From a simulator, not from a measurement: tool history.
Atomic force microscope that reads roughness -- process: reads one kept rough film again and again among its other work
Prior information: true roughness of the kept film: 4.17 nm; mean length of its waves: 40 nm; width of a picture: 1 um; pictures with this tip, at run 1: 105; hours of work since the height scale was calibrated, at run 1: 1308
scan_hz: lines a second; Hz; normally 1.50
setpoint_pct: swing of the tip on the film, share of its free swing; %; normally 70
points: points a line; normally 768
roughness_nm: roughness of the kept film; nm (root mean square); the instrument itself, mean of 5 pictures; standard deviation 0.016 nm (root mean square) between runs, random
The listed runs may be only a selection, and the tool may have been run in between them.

| run | hour | scan_hz | setpoint_pct | points | pictures with this tip | hours of work since the height scale was calibrated | roughness_nm |
|---|---|---|---|---|---|---|---|
| 1 | 0.0 | 1.50 | 70 | 768 | 105 | 1308 | 3.552 |
| 2 | 75.9 | 1.50 | 70 | 768 | 176 | 1355 | 3.498 |
| 3 | 123.0 | 1.50 | 70 | 768 | 220 | 1383 | 3.419 |
| 4 | 172.1 | 1.50 | 70 | 768 | 266 | 1413 | 3.395 |
| 5 | 214.4 | 3.36 | 70 | 768 | 306 | 1439 | 3.146 |
|  | 246.2 | new tip fitted |
| 6 | 247.4 | 1.50 | 86 | 768 | 1 | 1459 | 3.454 |
| 7 | 294.8 | 0.50 | 70 | 768 | 46 | 1488 | 3.732 |
| 8 | 357.7 | 0.50 | 70 | 768 | 105 | 1526 | 3.683 |
| 9 | 422.3 | 0.50 | 70 | 768 | 166 | 1565 | 3.610 |
| 10 | 488.5 | 1.29 | 70 | 768 | 228 | 1605 | 3.461 |
| 11 | 550.5 | 1.29 | 70 | 768 | 286 | 1643 | 3.390 |
|  | 599.8 | new tip fitted |
| 12 | 614.5 | 1.50 | 70 | 258 | 14 | 1682 | 3.615 |
| 13 | 687.9 | 1.50 | 70 | 258 | 83 | 1727 | 3.569 |
| 14 | 735.9 | 3.55 | 70 | 258 | 128 | 1756 | 3.282 |
|  | 766.8 | height scale calibrated on a step standard |
| 15 | 810.1 | 1.50 | 70 | 768 | 196 | 26 | 3.546 |
| 16 | 875.5 | 0.59 | 70 | 768 | 258 | 66 | 3.630 |
| 17 | 924.6 | 1.50 | 69 | 768 | 304 | 96 | 3.467 |
|  | 954.1 | new tip fitted |
| 18 | 997.7 | 1.50 | 70 | 768 | 41 | 140 | 3.713 |
| 19 | 1075.8 | 1.50 | 68 | 768 | 114 | 188 | 3.648 |
| 20 | 1152.5 | 1.50 | 68 | 768 | 186 | 235 | 3.603 |
| 21 | 1219.3 | 1.50 | 70 | 768 | 249 | 275 | 3.487 |
| 22 | 1264.9 | 1.50 | 70 | 768 | 292 | 303 | 3.448 |
|  | 1307.7 | new tip fitted |
| 23 | 1330.3 | 1.50 | 70 | 768 | 22 | 343 | 3.736 |
| 24 | 1396.9 | 1.50 | 70 | 768 | 84 | 383 | 3.687 |
| 25 | 1438.0 | 1.50 | 70 | 768 | 123 | 408 | 3.624 |
| 26 | 1483.2 | 1.50 | 70 | 478 | 165 | 436 | 3.534 |
| 27 | 1548.9 | 1.50 | 70 | 265 | 227 | 476 | 3.492 |
| 28 | 1620.8 | 1.50 | 70 | 265 | 294 | 520 | 3.412 |
|  | 1662.1 | new tip fitted |
| 29 | 1699.2 | 2.68 | 70 | 373 | 35 | 567 | 3.511 |
| 30 | 1765.7 | 1.50 | 85 | 569 | 97 | 608 | 3.437 |
| 31 | 1839.5 | 2.50 | 61 | 768 | 166 | 652 | 3.574 |
| 32 | 1876.5 | 2.50 | 74 | 499 | 201 | 675 | 3.320 |
| 33 | 1922.8 | 3.95 | 68 | 856 | 244 | 703 | 3.267 |
| 34 | 2001.8 | 2.11 | 59 | 768 | 319 | 751 | 3.443 |
|  | 2019.0 | new tip fitted |
| 35 | 2036.7 | 2.11 | 59 | 768 | 17 | 772 | 3.735 |
| 36 | 2093.3 | 2.11 | 70 | 924 | 70 | 807 | 3.574 |
| 37 | 2159.3 | 2.11 | 70 | 924 | 132 | 847 | 3.498 |
| 38 | 2214.7 | 1.36 | 70 | 706 | 184 | 881 | 3.525 |
| 39 | 2267.7 | 1.50 | 82 | 932 | 234 | 913 | 3.329 |
| 40 | 2315.2 | 0.57 | 90 | 866 | 278 | 942 | 3.426 |
|  | 2372.5 | new tip fitted |
| 41 | 2389.1 | 0.57 | 90 | 866 | 15 | 987 | 3.678 |
| 42 | 2448.0 | 0.72 | 70 | 768 | 71 | 1023 | 3.714 |
| 43 | 2489.6 | 1.50 | 73 | 519 | 110 | 1048 | 3.527 |
| 44 | 2532.4 | 1.50 | 73 | 519 | 150 | 1074 | 3.522 |
| 45 | 2579.6 | 1.32 | 66 | 440 | 194 | 1103 | 3.523 |
| 46 | 2656.6 | 1.50 | 55 | 922 | 266 | 1150 | 3.515 |
|  | 2726.7 | new tip fitted |
| 47 | 2728.6 | 2.32 | 70 | 373 | 1 | 1193 | 3.572 |
| 48 | 2769.6 | 2.48 | 67 | 449 | 40 | 1218 | 3.612 |
| 49 | 2829.8 | 1.50 | 70 | 977 | 96 | 1255 | 3.587 |
| 50 | 2893.4 | 1.50 | 60 | 578 | 156 | 1293 | 3.585 |
| 51 | 2970.8 | 1.50 | 66 | 802 | 229 | 1341 | 3.507 |

Table of differences, measured result less the result of that run with no hidden state. Run-to-run variation is the same in both. Gauge scatter possibly is not:
Unlogged tool condition in this case: radius of the tip, nm; height scale over the true one, %; drift of the gauge itself on roughness_nm, %.
| run | roughness_nm |
|---|---|
| 1 | -0.214 |
| 2 | -0.297 |
| 3 | -0.338 |
| 4 | -0.390 |
| 5 | -0.395 |
| 6 | -0.104 |
| 7 | -0.161 |
| 8 | -0.227 |
| 9 | -0.291 |
| 10 | -0.354 |
| 11 | -0.412 |
| 12 | -0.119 |
| 13 | -0.194 |
| 14 | -0.229 |
| 15 | -0.209 |
| 16 | -0.274 |
| 17 | -0.308 |
| 18 | -0.057 |
| 19 | -0.143 |
| 20 | -0.220 |
| 21 | -0.283 |
| 22 | -0.325 |
| 23 | -0.046 |
| 24 | -0.109 |
| 25 | -0.148 |
| 26 | -0.187 |
| 27 | -0.257 |
| 28 | -0.319 |
| 29 | -0.073 |
| 30 | -0.136 |
| 31 | -0.222 |
| 32 | -0.242 |
| 33 | -0.284 |
| 34 | -0.375 |
| 35 | -0.080 |
| 36 | -0.139 |
| 37 | -0.192 |
| 38 | -0.250 |
| 39 | -0.286 |
| 40 | -0.342 |
| 41 | -0.088 |
| 42 | -0.153 |
| 43 | -0.192 |
| 44 | -0.235 |
| 45 | -0.282 |
| 46 | -0.358 |
| 47 | -0.077 |
| 48 | -0.122 |
| 49 | -0.184 |
| 50 | -0.245 |
| 51 | -0.313 |

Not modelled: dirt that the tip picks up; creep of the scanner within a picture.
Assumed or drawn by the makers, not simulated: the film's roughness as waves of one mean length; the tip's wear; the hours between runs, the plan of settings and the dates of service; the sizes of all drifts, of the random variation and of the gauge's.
